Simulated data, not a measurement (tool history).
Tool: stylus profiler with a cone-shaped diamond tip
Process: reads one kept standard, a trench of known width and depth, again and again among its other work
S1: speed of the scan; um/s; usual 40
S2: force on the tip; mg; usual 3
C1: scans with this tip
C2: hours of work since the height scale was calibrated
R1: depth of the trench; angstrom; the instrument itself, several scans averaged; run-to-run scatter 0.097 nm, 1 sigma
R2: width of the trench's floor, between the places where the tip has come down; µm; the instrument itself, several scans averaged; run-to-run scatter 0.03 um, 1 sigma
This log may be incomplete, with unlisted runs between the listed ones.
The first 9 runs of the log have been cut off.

run 10 day=5.262 | S1=40 S2=3 | C1=4715 C2=442 | R1=2028.6 R2=46.65
run 11 day=5.658 | S1=40 S2=3 | C1=4786 C2=448 | R1=2027.5 R2=46.68
run 12 day=6.35 | S1=40 S2=3 | C1=4911 C2=460 | R1=2026.7 R2=46.63
run 13 day=6.796 | S1=40 S2=3 | C1=4991 C2=468 | R1=2027.5 R2=46.62
run 14 day=7.454 | S1=40 S2=3 | C1=5110 C2=479 | R1=2027.6 R2=46.67
run 15 day=8.004 | S1=40 S2=3 | C1=5210 C2=488 | R1=2027.2 R2=46.63
run 16 day=8.362 | S1=40 S2=2.32 | C1=5274 C2=494 | R1=2022.1 R2=46.64
run 17 day=9.2 | S1=40 S2=3 | C1=5425 C2=508 | R1=2026.7 R2=46.65
run 18 day=9.95 | S1=40 S2=3 | C1=5561 C2=521 | R1=2027.1 R2=46.59
run 19 day=10.704 | S1=65 S2=6.9 | C1=5697 C2=534 | R1=2049.3 R2=46.56
run 20 day=11.542 | S1=18 S2=6.9 | C1=5848 C2=548 | R1=2049.9 R2=46.72
run 21 day=12.212 | S1=57 S2=2.59 | C1=5969 C2=559 | R1=2024.9 R2=46.48
run 22 day=12.567 | S1=73 S2=1.23 | C1=6033 C2=565 | R1=2012.7 R2=46.21
run 23 day=13.404 | S1=73 S2=1.23 | C1=6184 C2=579 | R1=2013 R2=46.19
run 24 day=14.012 | S1=144 S2=2.65 | C1=6294 C2=590 | R1=2025.2 R2=46.04
run 25 day=14.838 | S1=118 S2=7.24 | C1=6443 C2=603 | R1=2050.8 R2=46.4
run 26 day=15.333 | S1=13 S2=3 | C1=6532 C2=612 | R1=2027.3 R2=46.69
run 27 day=15.817 | S1=141 S2=1.23 | C1=6620 C2=620 | R1=2012.5 R2=45.62
run 28 day=16.5 | S1=32 S2=5.16 | C1=6743 C2=632 | R1=2039.3 R2=46.59
run 29 day=17.229 | S1=40 S2=6.1 | C1=6875 C2=644 | R1=2045.5 R2=46.56
run 30 day=17.825 | S1=52 S2=4.87 | C1=6982 C2=654 | R1=2039.9 R2=46.53
run 31 day=18.479 | S1=52 S2=4.87 | C1=7101 C2=665 | R1=2036.7 R2=46.48
run 32 day=19.296 | S1=52 S2=4.87 | C1=7248 C2=679 | R1=2035.6 R2=46.43
run 33 day=19.829 | S1=47 S2=8.2 | C1=7344 C2=688 | R1=2054.9 R2=46.58
run 34 day=20.242 | S1=47 S2=8.2 | C1=7418 C2=695 | R1=2055.9 R2=46.54

Predict each of these 3 candidate next runs independently; none follows another, all start after run 34:
run A day=20.875 | S1=40 S2=6.92 | C1=7533 C2=706 | R1=? R2=?
run B day=20.875 | S1=75 S2=4.6 | C1=7533 C2=706 | R1=? R2=?
run C day=20.875 | S1=46 S2=5.85 | C1=7533 C2=706 | R1=? R2=?

run=A R1=2050.6 R2=46.54
run=B R1=2036 R2=46.37
run=C R1=2043.9 R2=46.56
Without the tool's unlogged condition, the same runs would have read:
run=A R1=2055 R2=47.07
run=B R1=2040.4 R2=46.9
run=C R1=2048.3 R2=47.09
